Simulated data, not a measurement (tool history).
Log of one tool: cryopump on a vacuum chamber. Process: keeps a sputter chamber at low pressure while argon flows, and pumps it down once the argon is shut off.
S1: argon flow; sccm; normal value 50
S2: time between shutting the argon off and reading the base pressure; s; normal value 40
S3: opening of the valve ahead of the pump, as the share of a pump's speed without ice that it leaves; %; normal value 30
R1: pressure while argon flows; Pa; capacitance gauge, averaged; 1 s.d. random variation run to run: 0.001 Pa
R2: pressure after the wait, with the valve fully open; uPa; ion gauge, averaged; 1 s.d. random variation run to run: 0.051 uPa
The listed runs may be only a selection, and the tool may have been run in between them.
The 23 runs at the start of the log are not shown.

run 24 hour=463.2 | S1=50 S2=29 S3=30 | R1=0.2272 R2=4.83
run 25 hour=478.7 | S1=50 S2=29 S3=30 | R1=0.2278 R2=4.82
run 26 hour=496.2 | S1=23 S2=40 S3=21 | R1=0.1477 R2=3.70
run 27 hour=519.2 | S1=86 S2=294 S3=51 | R1=0.2323 R2=1.32
run 28 hour=547.2 | S1=88 S2=29 S3=26 | R1=0.4653 R2=4.95
run 29 hour=564.1 | S1=50 S2=40 S3=34 | R1=0.2029 R2=3.79
run 30 hour=586.5 | S1=50 S2=40 S3=34 | R1=0.2021 R2=3.90
run 31 hour=603.9 | S1=89 S2=121 S3=47 | R1=0.2652 R2=1.87
run 32 hour=622.5 | S1=36 S2=40 S3=30 | R1=0.1651 R2=3.76
run 33 hour=647.3 | S1=74 S2=64 S3=18 | R1=0.5648 R2=2.65
run 34 hour=665.6 | S1=74 S2=64 S3=18 | R1=0.5620 R2=2.76
run 35 hour=678.1 | S1=26 S2=38 S3=18 | R1=0.1972 R2=3.98

Consider 3 possible next runs. They are alternatives, not a sequence: every one starts from the tool as it was left by run 35. What does each give?
run A hour=692.4 | S1=26 S2=38 S3=36 | R1=? R2=?
run B hour=692.4 | S1=46 S2=53 S3=31 | R1=? R2=?
run C hour=692.4 | S1=29 S2=38 S3=18 | R1=? R2=?

run=A R1=0.1017 R2=3.99
run=B R1=0.2068 R2=3.17
run=C R1=0.2194 R2=3.84
Stripped of hidden state, with their random variation kept, the same runs would have yielded:
run=A R1=0.0983 R2=3.24
run=B R1=0.2009 R2=2.43
run=C R1=0.2157 R2=3.12
